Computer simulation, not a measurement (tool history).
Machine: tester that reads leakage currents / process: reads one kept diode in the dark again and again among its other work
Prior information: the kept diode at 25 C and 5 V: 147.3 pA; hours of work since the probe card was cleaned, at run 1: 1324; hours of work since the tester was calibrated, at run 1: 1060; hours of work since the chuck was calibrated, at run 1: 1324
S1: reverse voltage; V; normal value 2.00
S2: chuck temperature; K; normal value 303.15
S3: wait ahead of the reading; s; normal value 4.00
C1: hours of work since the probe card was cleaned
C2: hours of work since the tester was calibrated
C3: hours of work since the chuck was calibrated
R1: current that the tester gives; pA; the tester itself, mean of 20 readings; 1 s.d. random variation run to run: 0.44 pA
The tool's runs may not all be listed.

run	hour	S1	S2	S3	C1	C2	C3	R1
1	0.0	2.00	303.15	4.00	1324	1060	1324	133.52
2	32.5	2.00	303.15	0.82	1344	1080	1344	133.71
3	77.2	2.00	303.15	0.82	1371	1107	1371	133.32
4	100.4	1.97	303.15	4.00	1385	1121	1385	133.00
5	118.7	2.26	303.15	4.00	1396	1132	1396	141.39
6	140.2	2.00	303.15	4.00	1409	1145	1409	132.82
7	160.0	2.00	303.15	1.51	1421	1157	1421	133.14
8	188.9	2.00	299.15	4.00	1438	1174	1438	95.80
9	232.2	2.00	299.15	4.00	1464	1200	1464	95.98
10	257.3	2.00	299.15	4.00	1480	1215	1480	95.95
# hour 279.6: probe card cleaned and baked
11	283.2	2.00	299.15	4.00	2	1229	1493	92.53
# hour 288.8: chuck's temperature calibrated
12	326.7	2.00	299.15	4.00	27	1254	23	102.80
13	350.8	2.00	299.15	4.00	42	1269	37	102.36
14	393.7	2.00	320.15	0.36	68	1295	63	524.57
15	433.3	4.42	297.15	3.53	92	1319	87	126.20
16	456.8	7.51	301.15	2.90	106	1333	101	226.80
17	487.6	2.13	300.15	7.32	124	1351	120	114.23
18	532.4	2.13	300.15	7.32	151	1378	147	114.00
19	555.2	12.22	303.15	0.73	165	1392	161	339.09
20	577.0	12.22	303.15	1.86	178	1405	174	336.30
21	603.8	5.20	300.15	3.02	195	1422	190	174.13
22	644.6	5.20	300.15	3.02	219	1446	215	174.48
23	685.2	5.20	300.15	3.02	244	1471	239	174.38
24	716.7	4.34	295.15	0.41	263	1490	258	107.53
25	760.8	16.93	303.15	1.10	289	1516	285	392.23

5 options for the next run, each taken on its own from the tool as it stands now. Forecast them:
A	778.8	1.93	302.15	0.48	300	1527	296	?
B	778.8	7.40	315.15	4.00	300	1527	296	?
C	778.8	1.72	303.15	2.55	300	1527	296	?
D	778.8	2.00	330.15	1.25	300	1527	296	?
E	778.8	7.68	322.15	4.00	300	1527	296	?

run	R1
A	128.12
B	665.65
C	131.15
D	1044.81
E	1128.11
Stripped of hidden state, with their random variation kept, the same runs would have yielded:
run	R1
A	131.66
B	683.52
C	134.85
D	1073.58
E	1158.73

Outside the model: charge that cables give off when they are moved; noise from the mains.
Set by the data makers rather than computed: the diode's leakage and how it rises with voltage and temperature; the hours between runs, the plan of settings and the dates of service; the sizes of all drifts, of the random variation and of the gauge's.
